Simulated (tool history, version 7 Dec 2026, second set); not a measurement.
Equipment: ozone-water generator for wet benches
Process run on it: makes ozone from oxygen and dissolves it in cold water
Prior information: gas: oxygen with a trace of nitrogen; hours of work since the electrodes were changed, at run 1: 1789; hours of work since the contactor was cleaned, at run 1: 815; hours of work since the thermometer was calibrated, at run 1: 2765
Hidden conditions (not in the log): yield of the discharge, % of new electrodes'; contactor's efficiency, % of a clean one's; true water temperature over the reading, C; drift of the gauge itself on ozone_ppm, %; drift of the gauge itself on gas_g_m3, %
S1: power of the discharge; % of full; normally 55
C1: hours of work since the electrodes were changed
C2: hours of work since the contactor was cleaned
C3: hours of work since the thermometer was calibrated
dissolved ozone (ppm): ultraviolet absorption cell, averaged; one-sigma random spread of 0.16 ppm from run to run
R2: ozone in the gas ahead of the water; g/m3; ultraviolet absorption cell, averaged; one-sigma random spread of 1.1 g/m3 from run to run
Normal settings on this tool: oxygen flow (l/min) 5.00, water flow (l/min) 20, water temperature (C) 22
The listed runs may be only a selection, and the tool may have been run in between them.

run 1 hour=0.0 | S1=55 oxygen_flow_(l/min)=5.00 water_flow_(l/min)=20 water_temperature_(C)=22 | C1=1789 C2=815 C3=2765 | dissolved_ozone_(ppm)=20.4 R2=184.0
run 2 hour=55.2 | S1=55 oxygen_flow_(l/min)=5.00 water_flow_(l/min)=20 water_temperature_(C)=22 | C1=1842 C2=868 C3=2818 | dissolved_ozone_(ppm)=20.6 R2=179.7
run 3 hour=121.2 | S1=55 oxygen_flow_(l/min)=5.00 water_flow_(l/min)=20 water_temperature_(C)=22 | C1=1906 C2=932 C3=2881 | dissolved_ozone_(ppm)=20.5 R2=183.2
run 4 hour=178.1 | S1=55 oxygen_flow_(l/min)=5.00 water_flow_(l/min)=20 water_temperature_(C)=24 | C1=1961 C2=986 C3=2936 | dissolved_ozone_(ppm)=19.9 R2=182.2
run 5 hour=250.2 | S1=55 oxygen_flow_(l/min)=5.00 water_flow_(l/min)=20 water_temperature_(C)=22 | C1=2030 C2=1056 C3=3005 | dissolved_ozone_(ppm)=20.1 R2=182.2
run 6 hour=295.2 | S1=55 oxygen_flow_(l/min)=5.00 water_flow_(l/min)=20 water_temperature_(C)=22 | C1=2073 C2=1099 C3=3048 | dissolved_ozone_(ppm)=20.2 R2=179.7
run 7 hour=330.3 | S1=55 oxygen_flow_(l/min)=5.00 water_flow_(l/min)=20 water_temperature_(C)=22 | C1=2107 C2=1133 C3=3082 | dissolved_ozone_(ppm)=20.3 R2=181.4
run 8 hour=397.6 | S1=55 oxygen_flow_(l/min)=3.73 water_flow_(l/min)=20 water_temperature_(C)=22 | C1=2171 C2=1197 C3=3147 | dissolved_ozone_(ppm)=20.5 R2=211.0
run 9 hour=464.2 | S1=55 oxygen_flow_(l/min)=3.73 water_flow_(l/min)=20 water_temperature_(C)=22 | C1=2235 C2=1261 C3=3210 | dissolved_ozone_(ppm)=20.1 R2=213.2
run 10 hour=499.5 | S1=55 oxygen_flow_(l/min)=3.73 water_flow_(l/min)=20 water_temperature_(C)=22 | C1=2269 C2=1295 C3=3244 | dissolved_ozone_(ppm)=20.1 R2=211.9
run 11 hour=545.7 | S1=55 oxygen_flow_(l/min)=5.00 water_flow_(l/min)=20 water_temperature_(C)=14 | C1=2314 C2=1339 C3=3289 | dissolved_ozone_(ppm)=22.4 R2=179.2
-- hour=579.4 water thermometer calibrated
run 12 hour=614.7 | S1=55 oxygen_flow_(l/min)=5.00 water_flow_(l/min)=20 water_temperature_(C)=27 | C1=2379 C2=1405 C3=34 | dissolved_ozone_(ppm)=18.9 R2=180.9
run 13 hour=682.1 | S1=55 oxygen_flow_(l/min)=5.00 water_flow_(l/min)=20 water_temperature_(C)=27 | C1=2444 C2=1470 C3=99 | dissolved_ozone_(ppm)=18.6 R2=181.7
run 14 hour=746.6 | S1=55 oxygen_flow_(l/min)=7.42 water_flow_(l/min)=20 water_temperature_(C)=22 | C1=2506 C2=1532 C3=161 | dissolved_ozone_(ppm)=19.5 R2=143.3
run 15 hour=776.6 | S1=55 oxygen_flow_(l/min)=7.42 water_flow_(l/min)=20 water_temperature_(C)=22 | C1=2535 C2=1561 C3=189 | dissolved_ozone_(ppm)=19.6 R2=143.9
run 16 hour=836.4 | S1=55 oxygen_flow_(l/min)=7.42 water_flow_(l/min)=20 water_temperature_(C)=22 | C1=2592 C2=1618 C3=247 | dissolved_ozone_(ppm)=19.7 R2=144.3
run 17 hour=906.1 | S1=55 oxygen_flow_(l/min)=8.60 water_flow_(l/min)=13 water_temperature_(C)=29 | C1=2659 C2=1685 C3=314 | dissolved_ozone_(ppm)=20.6 R2=132.5
run 18 hour=945.6 | S1=55 oxygen_flow_(l/min)=8.60 water_flow_(l/min)=12 water_temperature_(C)=20 | C1=2697 C2=1723 C3=352 | dissolved_ozone_(ppm)=25.9 R2=132.5
run 19 hour=984.1 | S1=55 oxygen_flow_(l/min)=5.00 water_flow_(l/min)=16 water_temperature_(C)=22 | C1=2734 C2=1760 C3=389 | dissolved_ozone_(ppm)=23.5 R2=177.9
run 20 hour=1029.6 | S1=62 oxygen_flow_(l/min)=2.95 water_flow_(l/min)=25 water_temperature_(C)=28 | C1=2778 C2=1804 C3=432 | dissolved_ozone_(ppm)=16.1 R2=255.6
run 21 hour=1062.2 | S1=55 oxygen_flow_(l/min)=2.72 water_flow_(l/min)=15 water_temperature_(C)=20 | C1=2809 C2=1835 C3=464 | dissolved_ozone_(ppm)=25.1 R2=249.3
run 22 hour=1096.3 | S1=55 oxygen_flow_(l/min)=2.72 water_flow_(l/min)=15 water_temperature_(C)=25 | C1=2842 C2=1868 C3=497 | dissolved_ozone_(ppm)=23.6 R2=250.1
run 23 hour=1152.7 | S1=55 oxygen_flow_(l/min)=2.72 water_flow_(l/min)=15 water_temperature_(C)=25 | C1=2896 C2=1922 C3=551 | dissolved_ozone_(ppm)=23.8 R2=251.3
run 24 hour=1199.1 | S1=55 oxygen_flow_(l/min)=6.33 water_flow_(l/min)=20 water_temperature_(C)=22 | C1=2941 C2=1967 C3=595 | dissolved_ozone_(ppm)=19.3 R2=155.1
run 25 hour=1238.4 | S1=55 oxygen_flow_(l/min)=5.00 water_flow_(l/min)=13 water_temperature_(C)=22 | C1=2979 C2=2004 C3=633 | dissolved_ozone_(ppm)=26.2 R2=177.8
run 26 hour=1313.0 | S1=76 oxygen_flow_(l/min)=7.29 water_flow_(l/min)=12 water_temperature_(C)=24 | C1=3050 C2=2076 C3=705 | dissolved_ozone_(ppm)=29.5 R2=174.0
run 27 hour=1379.2 | S1=47 oxygen_flow_(l/min)=5.00 water_flow_(l/min)=28 water_temperature_(C)=27 | C1=3114 C2=2140 C3=768 | dissolved_ozone_(ppm)=12.7 R2=160.5
run 28 hour=1431.4 | S1=48 oxygen_flow_(l/min)=5.00 water_flow_(l/min)=20 water_temperature_(C)=22 | C1=3164 C2=2190 C3=818 | dissolved_ozone_(ppm)=18.2 R2=163.7
run 29 hour=1483.7 | S1=48 oxygen_flow_(l/min)=5.00 water_flow_(l/min)=20 water_temperature_(C)=22 | C1=3214 C2=2240 C3=869 | dissolved_ozone_(ppm)=18.5 R2=162.2
run 30 hour=1520.7 | S1=52 oxygen_flow_(l/min)=4.49 water_flow_(l/min)=15 water_temperature_(C)=22 | C1=3250 C2=2276 C3=904 | dissolved_ozone_(ppm)=23.2 R2=181.4
run 31 hour=1573.9 | S1=55 oxygen_flow_(l/min)=5.00 water_flow_(l/min)=25 water_temperature_(C)=22 | C1=3301 C2=2327 C3=955 | dissolved_ozone_(ppm)=16.3 R2=176.1
run 32 hour=1619.8 | S1=55 oxygen_flow_(l/min)=5.00 water_flow_(l/min)=25 water_temperature_(C)=22 | C1=3345 C2=2371 C3=999 | dissolved_ozone_(ppm)=16.3 R2=175.7

3 options for the next run, each taken on its own from the tool as it stands now. Forecast them:
run A hour=1685.3 | S1=55 oxygen_flow_(l/min)=5.00 water_flow_(l/min)=13 water_temperature_(C)=22 | C1=3408 C2=2434 C3=1062 | dissolved_ozone_(ppm)=? R2=?
run B hour=1685.3 | S1=68 oxygen_flow_(l/min)=5.00 water_flow_(l/min)=25 water_temperature_(C)=25 | C1=3408 C2=2434 C3=1062 | dissolved_ozone_(ppm)=? R2=?
run C hour=1685.3 | S1=46 oxygen_flow_(l/min)=4.49 water_flow_(l/min)=25 water_temperature_(C)=22 | C1=3408 C2=2434 C3=1062 | dissolved_ozone_(ppm)=? R2=?

run=A dissolved_ozone_(ppm)=25.9 R2=177.2
run=B dissolved_ozone_(ppm)=17.8 R2=199.3
run=C dissolved_ozone_(ppm)=14.6 R2=167.9
What these runs would have given with no unlogged condition in the tool:
run=A dissolved_ozone_(ppm)=28.6 R2=192.7
run=B dissolved_ozone_(ppm)=20.1 R2=219.5
run=C dissolved_ozone_(ppm)=16.1 R2=180.6
